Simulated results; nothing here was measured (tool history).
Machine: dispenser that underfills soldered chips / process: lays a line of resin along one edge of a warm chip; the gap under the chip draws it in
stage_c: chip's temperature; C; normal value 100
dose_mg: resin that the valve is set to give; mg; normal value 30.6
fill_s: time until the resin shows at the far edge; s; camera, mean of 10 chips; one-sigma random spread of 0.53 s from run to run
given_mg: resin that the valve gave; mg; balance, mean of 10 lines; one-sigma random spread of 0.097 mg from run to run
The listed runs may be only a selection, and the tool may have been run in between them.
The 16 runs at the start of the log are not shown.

| run | hour | stage_c | dose_mg | fill_s | given_mg |
|---|---|---|---|---|---|
| 17 | 103.9 | 100 | 26.5 | 104.2 | 26.43 |
|  | 104.8 | new syringe of resin |
| 18 | 109.7 | 110 | 30.6 | 39.5 | 30.38 |
| 19 | 113.8 | 89 | 33.2 | 123.0 | 32.88 |
|  | 119.9 | new syringe of resin |
| 20 | 120.2 | 112 | 32.6 | 27.8 | 32.40 |
| 21 | 126.8 | 112 | 32.6 | 39.1 | 32.24 |
| 22 | 131.4 | 102 | 32.9 | 78.1 | 32.63 |
|  | 135.0 | new syringe of resin |
| 23 | 140.5 | 102 | 31.3 | 57.0 | 30.88 |
| 24 | 146.3 | 98 | 30.1 | 92.4 | 29.58 |
|  | 149.6 | new syringe of resin |
| 25 | 153.0 | 90 | 30.6 | 90.2 | 30.10 |
| 26 | 160.6 | 90 | 30.6 | 134.1 | 30.00 |
|  | 162.8 | dispensing valve cleaned and set on the balance |
|  | 165.3 | new syringe of resin |
| 27 | 170.1 | 101 | 29.3 | 57.7 | 29.34 |
| 28 | 177.7 | 105 | 38.2 | 69.2 | 37.82 |
|  | 180.2 | new syringe of resin |
| 29 | 185.0 | 89 | 33.8 | 95.5 | 33.65 |
| 30 | 191.7 | 89 | 39.1 | 137.0 | 38.97 |
|  | 195.1 | new syringe of resin |
| 31 | 197.6 | 89 | 39.1 | 83.2 | 38.84 |
| 32 | 205.5 | 109 | 34.7 | 53.6 | 34.46 |
|  | 210.2 | new syringe of resin |
| 33 | 214.1 | 95 | 34.6 | 71.1 | 34.27 |
| 34 | 219.7 | 99 | 37.2 | 81.3 | 36.53 |
| 35 | 223.5 | 95 | 37.2 | 118.9 | 36.51 |
|  | 224.8 | new syringe of resin |
| 36 | 229.3 | 103 | 35.3 | 50.6 | 34.73 |

Branching from run 36: 3 alternative next runs. What would each branch give?
| A | 233.9 | 106 | 35.1 | ? | ? |
| B | 233.9 | 86 | 29.8 | ? | ? |
| C | 233.9 | 100 | 26.3 | ? | ? |

| run | fill_s | given_mg |
|---|---|---|
| A | 57.3 | 34.57 |
| B | 149.5 | 29.38 |
| C | 80.4 | 25.78 |
What these runs would have given with no unlogged condition in the tool:
| run | fill_s | given_mg |
|---|---|---|
| A | 33.2 | 35.17 |
| B | 86.0 | 29.89 |
| C | 46.3 | 26.23 |
